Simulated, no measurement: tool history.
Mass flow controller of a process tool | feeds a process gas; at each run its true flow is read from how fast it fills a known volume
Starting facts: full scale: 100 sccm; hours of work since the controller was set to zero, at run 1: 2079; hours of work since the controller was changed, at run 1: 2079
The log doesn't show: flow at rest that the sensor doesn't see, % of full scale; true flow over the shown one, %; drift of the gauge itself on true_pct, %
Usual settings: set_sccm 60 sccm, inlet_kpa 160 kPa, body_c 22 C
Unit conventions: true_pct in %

run	hour	set_sccm	inlet_kpa	body_c	hours of work since the controller was set to zero	hours of work since the controller was changed	true_pct
1	0.0	60	160	22	2079	2079	99.45
2	281.4	60	160	22	2187	2187	99.40
3	467.5	19	160	22	2259	2259	98.44
4	665.0	19	160	22	2334	2334	98.34
5	845.7	60	160	22	2404	2404	99.33
6	1136.5	60	160	22	2515	2515	99.22
7	1404.5	60	160	22	2618	2618	99.24
8	1610.1	60	160	22	2696	2696	99.14
9	1909.2	60	160	22	2811	2811	99.12
# hour 1925.9: controller's zero set anew
10	2153.5	60	160	22	87	2905	98.96
11	2287.2	14	160	24	138	2956	96.62
12	2465.3	30	160	29	207	3024	97.66
13	2617.6	30	160	29	265	3082	97.64
14	2927.0	27	160	25	384	3201	97.81
15	3110.9	29	196	32	454	3271	97.61
# hour 3128.1: controller's zero set anew, once more
16	3327.6	19	248	21	76	3354	99.95
17	3571.3	19	248	21	170	3448	99.96
18	3798.9	19	248	21	257	3535	99.97

A few steps of true_pct between consecutive runs. Split each: what settings, incoming material and random variation would produce without the hidden state, and what is left over for the hidden state, along with gauge scatter present in only one of the two compared results (measured, and without hidden state):
Run 10 -> 11: set_sccm 60 -> 14, body_c 22 -> 24. true_pct -2.34 %: hidden state -1.98, all else -0.36.
Run 15 -> 16: set_sccm 29 -> 19, inlet_kpa 196 -> 248, body_c 32 -> 21, controller's zero set anew, once more. true_pct +2.34 %: hidden state +1.23, all else +1.11.

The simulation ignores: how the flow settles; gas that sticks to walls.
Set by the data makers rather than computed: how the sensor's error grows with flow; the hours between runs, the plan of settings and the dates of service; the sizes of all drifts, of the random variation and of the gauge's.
